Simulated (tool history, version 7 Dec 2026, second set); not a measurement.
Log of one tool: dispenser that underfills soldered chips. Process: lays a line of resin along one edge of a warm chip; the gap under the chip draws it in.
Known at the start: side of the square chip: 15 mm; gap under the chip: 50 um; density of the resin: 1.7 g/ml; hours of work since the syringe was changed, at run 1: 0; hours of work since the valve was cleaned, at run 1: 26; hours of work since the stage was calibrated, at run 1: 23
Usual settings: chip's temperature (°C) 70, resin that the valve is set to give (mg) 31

run,hour,chip's temperature (°C),resin that the valve is set to give (mg),hours of work since the syringe was changed,hours of work since the valve was cleaned,hours of work since the stage was calibrated,time until the resin shows at the far edge (s),resin that the valve gave (mg)
1,0,70,31,0,26,23,193.9,30.2
2,4.7,70,31,3,29,26,216.9,30.37
3,8,70,31,5,31,28,232.5,30.37
4,10.2,70,31,6,32,29,246.7,30.24
5,14.6,70,31,9,35,32,268,30.26
# hour 18.4: new syringe of resin
6,19.2,70,31,0,38,35,200,30.3
7,22.8,80,31,3,40,37,129.4,30.24
8,25.2,70,30.9,4,41,39,228.7,29.98
9,28.2,70,30.9,6,43,40,243.4,29.89
10,32.9,70,31.9,9,46,43,266.6,30.98
11,36.1,70,31.9,11,48,45,284.6,30.94
# hour 36.6: new syringe of resin
12,40.8,70,31.9,3,51,48,215.1,30.62
13,44.5,70,31.9,5,53,50,234.1,30.67
14,48.5,70,31.9,7,56,53,251.3,30.62
15,52.7,70,31,10,58,56,278.9,29.76
# hour 55.1: new syringe of resin
16,55.3,70,31,0,60,57,197.3,29.86
17,57.8,70,31,2,62,59,207.6,29.74
18,60.2,70,31,3,63,60,217.4,29.59
# hour 64.9: dispensing valve cleaned and set on the balance
19,65.3,65,32.1,6,0,63,305.9,32.09
20,69.9,72,29.4,9,3,66,238.9,29.23
# hour 74.5: new syringe of resin
21,74.9,61,27.8,0,6,69,325.6,27.66
22,77.9,61,27.8,2,8,71,341.9,27.59
23,82,61,27.8,5,11,73,379.5,27.7
24,85.6,80,35.6,7,13,75,143.2,35.53
25,88.5,77,28.5,9,15,77,183.6,28.13
26,90.9,58,31,10,16,79,531,30.63
# hour 92.7: new syringe of resin
27,95.3,69,33.1,2,19,81,210.9,32.63
28,98.5,65,27.7,4,21,83,285.7,27.45
29,101.2,65,27.7,5,23,85,308.2,27.15
30,104.1,69,32.5,7,24,87,253.7,32.06
31,108.4,57,37.2,10,27,90,539.2,36.42
# hour 110.9: new syringe of resin
32,112.9,57,37.2,1,30,92,410.7,36.48
33,116.8,57,37.2,4,32,95,443.7,36.35
34,121.4,67,38.1,7,35,98,276.8,37.27
35,123.9,73,30.9,8,37,99,218.6,30.31

3 ways to go on from here, each from the tool as it stands after run 35. What would each give?
A,126.2,57,34.4,10,38,101,?,?
B,126.2,57,30.7,10,38,101,?,?
C,126.2,69,32.6,10,38,101,?,?

run,time until the resin shows at the far edge (s),resin that the valve gave (mg)
A,551.6,33.54
B,550.7,29.73
C,278.8,31.55
Without the tool's hidden state the same runs would have given:
run,time until the resin shows at the far edge (s),resin that the valve gave (mg)
A,411.6,34.42
B,410.3,30.52
C,207.3,32.38
